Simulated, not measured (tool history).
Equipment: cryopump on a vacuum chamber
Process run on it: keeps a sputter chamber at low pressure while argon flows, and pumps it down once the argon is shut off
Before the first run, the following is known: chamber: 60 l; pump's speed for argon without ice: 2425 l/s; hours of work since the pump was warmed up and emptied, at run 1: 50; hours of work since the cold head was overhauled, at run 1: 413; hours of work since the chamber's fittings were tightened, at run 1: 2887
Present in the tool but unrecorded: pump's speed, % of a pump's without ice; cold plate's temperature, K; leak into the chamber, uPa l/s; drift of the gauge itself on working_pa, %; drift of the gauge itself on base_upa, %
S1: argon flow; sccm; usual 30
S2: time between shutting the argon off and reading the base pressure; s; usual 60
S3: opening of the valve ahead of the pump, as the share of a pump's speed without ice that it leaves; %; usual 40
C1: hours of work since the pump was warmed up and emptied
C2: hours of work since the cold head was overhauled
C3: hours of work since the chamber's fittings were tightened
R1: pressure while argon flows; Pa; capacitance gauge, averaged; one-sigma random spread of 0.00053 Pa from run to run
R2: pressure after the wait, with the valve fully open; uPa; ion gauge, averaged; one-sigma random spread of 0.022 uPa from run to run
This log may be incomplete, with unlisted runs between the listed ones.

run 1 hour=0.0 | S1=30 S2=60 S3=40 | C1=50 C2=413 C3=2887 | R1=0.0538 R2=1.52
run 2 hour=15.9 | S1=30 S2=60 S3=40 | C1=63 C2=426 C3=2901 | R1=0.0534 R2=1.55
run 3 hour=25.0 | S1=30 S2=60 S3=40 | C1=71 C2=434 C3=2909 | R1=0.0529 R2=1.48
run 4 hour=34.1 | S1=30 S2=60 S3=40 | C1=79 C2=442 C3=2916 | R1=0.0525 R2=1.55
run 5 hour=44.1 | S1=30 S2=121 S3=40 | C1=87 C2=450 C3=2925 | R1=0.0533 R2=1.28
run 6 hour=56.1 | S1=30 S2=60 S3=48 | C1=97 C2=460 C3=2935 | R1=0.0456 R2=1.55
run 7 hour=65.6 | S1=30 S2=60 S3=36 | C1=105 C2=468 C3=2943 | R1=0.0594 R2=1.54
run 8 hour=75.9 | S1=30 S2=60 S3=36 | C1=114 C2=477 C3=2952 | R1=0.0601 R2=1.56
run 9 hour=85.7 | S1=30 S2=60 S3=40 | C1=122 C2=485 C3=2960 | R1=0.0535 R2=1.52
run 10 hour=100.7 | S1=30 S2=60 S3=40 | C1=135 C2=498 C3=2973 | R1=0.0538 R2=1.59
run 11 hour=114.4 | S1=52 S2=60 S3=25 | C1=147 C2=510 C3=2984 | R1=0.1473 R2=1.65
run 12 hour=126.0 | S1=50 S2=191 S3=39 | C1=157 C2=520 C3=2994 | R1=0.0924 R2=1.35
run 13 hour=137.9 | S1=50 S2=191 S3=39 | C1=167 C2=530 C3=3004 | R1=0.0922 R2=1.33
run 14 hour=145.7 | S1=25 S2=227 S3=20 | C1=173 C2=536 C3=3011 | R1=0.0893 R2=1.32
run 15 hour=157.4 | S1=30 S2=162 S3=40 | C1=183 C2=546 C3=3021 | R1=0.0546 R2=1.33
run 16 hour=170.6 | S1=30 S2=162 S3=40 | C1=194 C2=557 C3=3032 | R1=0.0538 R2=1.38
run 17 hour=180.7 | S1=30 S2=162 S3=40 | C1=203 C2=566 C3=3041 | R1=0.0546 R2=1.33
run 18 hour=194.0 | S1=21 S2=60 S3=51 | C1=214 C2=577 C3=3052 | R1=0.0303 R2=1.66
run 19 hour=203.0 | S1=21 S2=60 S3=51 | C1=222 C2=585 C3=3060 | R1=0.0306 R2=1.70
run 20 hour=214.4 | S1=21 S2=60 S3=51 | C1=232 C2=595 C3=3069 | R1=0.0301 R2=1.67

What if the next run were any one of these 4? Each begins from the tool's condition after run 20:
run A hour=222.6 | S1=16 S2=59 S3=49 | C1=239 C2=602 C3=3076 | R1=? R2=?
run B hour=222.6 | S1=47 S2=280 S3=40 | C1=239 C2=602 C3=3076 | R1=? R2=?
run C hour=222.6 | S1=14 S2=26 S3=31 | C1=239 C2=602 C3=3076 | R1=? R2=?
run D hour=222.6 | S1=30 S2=60 S3=17 | C1=239 C2=602 C3=3076 | R1=? R2=?

run=A R1=0.0244 R2=1.67
run=B R1=0.0854 R2=1.31
run=C R1=0.0331 R2=2.24
run=D R1=0.1266 R2=1.65
Had the tool no hidden state, the same runs would have come out as:
run=A R1=0.0229 R2=0.53
run=B R1=0.0811 R2=0.20
run=C R1=0.0318 R2=1.10
run=D R1=0.1239 R2=0.51

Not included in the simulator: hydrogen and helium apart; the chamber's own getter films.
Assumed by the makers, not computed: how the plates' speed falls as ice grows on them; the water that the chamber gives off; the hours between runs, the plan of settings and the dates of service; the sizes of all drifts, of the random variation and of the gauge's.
